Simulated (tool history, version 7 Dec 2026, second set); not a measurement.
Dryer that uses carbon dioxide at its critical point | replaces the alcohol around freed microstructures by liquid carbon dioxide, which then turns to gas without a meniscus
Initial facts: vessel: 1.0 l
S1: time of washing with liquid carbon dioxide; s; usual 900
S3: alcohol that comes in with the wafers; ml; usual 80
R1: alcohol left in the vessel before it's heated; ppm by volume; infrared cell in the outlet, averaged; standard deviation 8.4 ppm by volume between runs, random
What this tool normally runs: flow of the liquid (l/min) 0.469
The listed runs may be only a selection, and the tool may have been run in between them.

run 1 hour=0.0 | S1=900 flow_of_the_liquid_(l/min)=0.469 S3=80 | R1=667
run 2 hour=14.3 | S1=900 flow_of_the_liquid_(l/min)=0.469 S3=80 | R1=699
run 3 hour=35.8 | S1=900 flow_of_the_liquid_(l/min)=0.469 S3=80 | R1=730
run 4 hour=49.7 | S1=900 flow_of_the_liquid_(l/min)=0.469 S3=80 | R1=718
run 5 hour=70.1 | S1=900 flow_of_the_liquid_(l/min)=0.469 S3=80 | R1=739
-- hour=79.5 inlet filter changed
run 6 hour=94.6 | S1=900 flow_of_the_liquid_(l/min)=0.469 S3=80 | R1=608
run 7 hour=113.2 | S1=900 flow_of_the_liquid_(l/min)=0.469 S3=64 | R1=551
run 8 hour=139.0 | S1=900 flow_of_the_liquid_(l/min)=0.469 S3=64 | R1=577
run 9 hour=154.2 | S1=900 flow_of_the_liquid_(l/min)=0.469 S3=64 | R1=568
run 10 hour=167.1 | S1=780 flow_of_the_liquid_(l/min)=0.469 S3=80 | R1=1158
run 11 hour=186.5 | S1=1140 flow_of_the_liquid_(l/min)=0.469 S3=80 | R1=319
run 12 hour=201.5 | S1=1140 flow_of_the_liquid_(l/min)=0.469 S3=80 | R1=330
run 13 hour=214.9 | S1=660 flow_of_the_liquid_(l/min)=0.719 S3=41 | R1=319
run 14 hour=239.3 | S1=660 flow_of_the_liquid_(l/min)=0.719 S3=41 | R1=328
run 15 hour=253.5 | S1=1320 flow_of_the_liquid_(l/min)=0.719 S3=111 | R1=216
run 16 hour=264.6 | S1=900 flow_of_the_liquid_(l/min)=0.295 S3=90 | R1=4401
run 17 hour=286.7 | S1=540 flow_of_the_liquid_(l/min)=0.295 S3=90 | R1=14601
run 18 hour=311.6 | S1=1320 flow_of_the_liquid_(l/min)=0.660 S3=103 | R1=231
run 19 hour=322.3 | S1=1320 flow_of_the_liquid_(l/min)=0.660 S3=103 | R1=244
run 20 hour=337.8 | S1=600 flow_of_the_liquid_(l/min)=0.414 S3=55 | R1=3317
run 21 hour=362.7 | S1=600 flow_of_the_liquid_(l/min)=0.414 S3=55 | R1=3250
-- hour=375.2 inlet filter changed
run 22 hour=375.2 | S1=600 flow_of_the_liquid_(l/min)=0.414 S3=55 | R1=2862

Branching from run 22: 5 alternative next runs. What would each branch give?
-- hour=396.4 purifier's bed changed
run A hour=396.9 | S1=960 flow_of_the_liquid_(l/min)=0.469 S3=52 | R1=?
-- hour=396.4 purifier's bed changed
run B hour=396.9 | S1=540 flow_of_the_liquid_(l/min)=0.369 S3=55 | R1=?
-- hour=396.4 purifier's bed changed
run C hour=396.9 | S1=840 flow_of_the_liquid_(l/min)=0.491 S3=38 | R1=?
-- hour=396.4 purifier's bed changed
run D hour=396.9 | S1=900 flow_of_the_liquid_(l/min)=0.596 S3=80 | R1=?
-- hour=396.4 purifier's bed changed
run E hour=396.9 | S1=780 flow_of_the_liquid_(l/min)=0.743 S3=78 | R1=?

run=A R1=208
run=B R1=5021
run=C R1=247
run=D R1=114
run=E R1=64
Without the tool's unlogged condition, the same runs would have read:
run=A R1=201
run=B R1=4960
run=C R1=239
run=D R1=110
run=E R1=61

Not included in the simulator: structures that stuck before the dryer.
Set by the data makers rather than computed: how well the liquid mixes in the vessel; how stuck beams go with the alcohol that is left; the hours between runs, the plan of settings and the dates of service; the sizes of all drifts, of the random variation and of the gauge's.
